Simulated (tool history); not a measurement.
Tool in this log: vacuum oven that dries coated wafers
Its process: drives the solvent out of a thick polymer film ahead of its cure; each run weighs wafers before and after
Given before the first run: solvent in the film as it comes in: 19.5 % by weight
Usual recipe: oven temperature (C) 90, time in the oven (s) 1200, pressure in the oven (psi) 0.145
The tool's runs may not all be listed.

run	day	oven temperature (C)	time in the oven (s)	pressure in the oven (psi)	solvent left in the film (%)
1	0.000	90	1200	0.145	2.07
2	3.138	93	1200	0.145	1.72
3	5.867	90	1200	0.145	2.02
4	10.238	90	1200	0.145	2.09
5	13.808	90	1200	0.145	2.08
6	16.979	90	1200	0.284	2.99
# day 18.571: oven's thermocouples calibrated
7	21.925	90	1200	0.284	3.46
8	26.850	90	1200	0.284	3.46
9	32.329	90	1200	0.145	2.58
10	35.067	90	1200	0.145	2.58
11	38.300	90	1200	0.345	3.91
12	42.692	90	1200	0.345	3.88
13	45.392	90	1140	0.145	2.70
# day 45.904: vacuum gauge cleaned of residue and calibrated
14	49.025	90	1140	0.145	3.38
15	51.867	82	1140	0.145	5.60
16	56.588	82	1140	0.145	5.63
17	61.712	90	1200	0.145	3.26
18	66.367	85	1200	0.145	4.56
19	70.700	90	1200	0.145	3.30
20	75.062	90	1200	0.145	3.29
# day 76.846: vacuum gauge cleaned of residue and calibrated, once more
21	77.442	90	1200	0.145	1.53
22	81.442	83	1200	0.145	2.99
23	85.267	83	1200	0.145	3.08
24	89.692	100	1200	0.145	0.79
25	92.225	100	1200	0.145	0.74
26	94.546	81	1200	0.145	3.69
27	97.258	104	1320	0.194	0.85
28	101.158	90	960	0.493	4.16
29	104.200	90	960	0.493	4.12
30	107.054	90	960	0.493	4.16
31	111.075	90	960	0.493	4.24
32	114.671	101	1560	0.280	1.34
33	117.183	103	2100	0.081	0.40
# day 118.979: oven's thermocouples calibrated
34	121.083	90	1260	0.145	1.88
35	125.721	80	1200	0.145	4.64
36	128.038	80	1200	0.145	4.53
37	131.329	100	1800	0.083	0.59
38	136.775	100	1800	0.083	0.62
39	140.825	100	1800	0.083	0.72
40	144.275	100	1800	0.083	0.68
41	146.617	100	1800	0.083	0.66
42	150.250	100	1800	0.083	0.72
43	155.758	100	1800	0.083	0.71
44	159.079	90	840	0.555	5.46

Below are 3 alternative next runs, each starting from the tool's condition after run 44. Predict each:
A	164.242	90	2100	0.081	?
B	164.242	88	2040	0.117	?
C	164.242	90	1200	0.502	?

run	solvent left in the film (%)
A	1.12
B	1.54
C	4.22
Without the tool's hidden state the same runs would have given:
run	solvent left in the film (%)
A	0.64
B	1.04
C	3.94

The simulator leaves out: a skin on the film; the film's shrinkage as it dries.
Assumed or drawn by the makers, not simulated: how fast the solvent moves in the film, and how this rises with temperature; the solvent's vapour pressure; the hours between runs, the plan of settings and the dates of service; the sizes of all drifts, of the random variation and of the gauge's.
